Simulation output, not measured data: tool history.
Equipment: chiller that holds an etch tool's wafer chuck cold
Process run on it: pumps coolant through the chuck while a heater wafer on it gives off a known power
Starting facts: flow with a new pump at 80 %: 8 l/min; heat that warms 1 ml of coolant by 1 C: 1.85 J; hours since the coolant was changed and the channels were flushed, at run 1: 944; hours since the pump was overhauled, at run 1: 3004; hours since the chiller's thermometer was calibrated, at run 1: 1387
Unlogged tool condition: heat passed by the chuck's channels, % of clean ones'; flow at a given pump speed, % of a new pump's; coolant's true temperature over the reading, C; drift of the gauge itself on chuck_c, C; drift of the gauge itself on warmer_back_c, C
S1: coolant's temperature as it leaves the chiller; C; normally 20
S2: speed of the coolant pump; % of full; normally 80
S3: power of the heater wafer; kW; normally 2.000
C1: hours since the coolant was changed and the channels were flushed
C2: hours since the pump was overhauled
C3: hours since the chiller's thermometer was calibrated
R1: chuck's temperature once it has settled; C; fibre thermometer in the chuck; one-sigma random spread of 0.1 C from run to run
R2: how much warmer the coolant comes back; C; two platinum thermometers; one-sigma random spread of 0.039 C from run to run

run	hour	S1	S2	S3	C1	C2	C3	R1	R2
1	0.0	20	80	2.000	944	3004	1387	39.8	8.42
2	70.6	20	80	2.000	1015	3075	1457	40.1	8.47
3	166.2	18	80	2.000	1110	3171	1553	37.8	8.54
4	304.6	18	80	2.000	1249	3309	1691	38.2	8.50
5	406.5	18	80	2.000	1350	3411	1793	38.1	8.64
6	493.1	18	80	2.000	1437	3498	1880	38.3	8.61
7	625.4	18	80	2.000	1569	3630	2012	38.4	8.59
8	740.5	18	80	2.000	1684	3745	2127	38.4	8.58
# hour 771.7: chiller's thermometer calibrated
9	814.0	18	80	2.000	1757	3817	42	38.4	8.68
10	937.1	20	80	2.000	1880	3941	165	40.4	8.62
11	1016.7	20	80	2.000	1960	4020	245	40.6	8.61
12	1080.3	20	80	2.000	2023	4084	309	40.5	8.56
# hour 1170.9: chiller's thermometer calibrated, once more
13	1170.9	24	80	2.000	2113	4173	0	45.2	8.63
14	1281.0	24	80	2.000	2223	4283	110	45.4	8.65
15	1375.4	24	80	2.000	2317	4378	204	45.2	8.65
16	1451.1	20	80	2.000	2393	4453	280	41.4	8.70
17	1572.8	20	80	2.000	2515	4575	402	41.6	8.74
18	1653.5	20	80	2.000	2595	4656	483	41.6	8.70
19	1794.2	11	80	1.055	2736	4797	623	22.0	4.62
20	1914.6	19	61	1.824	2857	4917	744	43.3	10.60
21	2046.8	13	80	1.280	2989	5049	876	26.8	5.63
22	2175.2	14	61	2.000	3117	5178	1004	41.1	11.71
23	2295.1	14	61	2.000	3237	5298	1124	41.1	11.68
24	2365.9	26	93	2.000	3308	5368	1195	45.5	7.55
25	2483.8	27	91	2.382	3426	5486	1313	50.9	9.15
26	2556.8	20	85	2.440	3499	5559	1386	45.8	10.11
27	2634.0	20	85	2.440	3576	5636	1463	45.9	10.10
28	2754.7	20	85	2.440	3697	5757	1584	46.1	10.17
29	2860.0	20	80	1.723	3802	5862	1689	39.4	7.69
30	2936.0	20	80	1.723	3878	5938	1765	39.1	7.68
31	3075.1	20	80	1.723	4017	6078	1904	39.5	7.67

Selected run-to-run steps in R1, each split into two signed amounts: the part the tool would show with no hidden state at all (from settings, incoming material and random variation), and the remainder, which goes to the hidden state together with any gauge scatter not common to the measured and the hidden-state-free results:
Run 18 -> 19: S1 20 -> 11, S3 2.000 -> 1.055. R1 -19.6 C: hidden state -1.2, all else -18.4.
Run 19 -> 20: S1 11 -> 19, S2 80 -> 61, S3 1.055 -> 1.824. R1 +21.3 C: hidden state +1.7, all else +19.6.
Run 20 -> 21: S1 19 -> 13, S2 61 -> 80, S3 1.824 -> 1.280. R1 -16.5 C: hidden state -1.3, all else -15.2.
Run 21 -> 22: S1 13 -> 14, S2 80 -> 61, S3 1.280 -> 2.000. R1 +14.3 C: hidden state +1.8, all else +12.5.
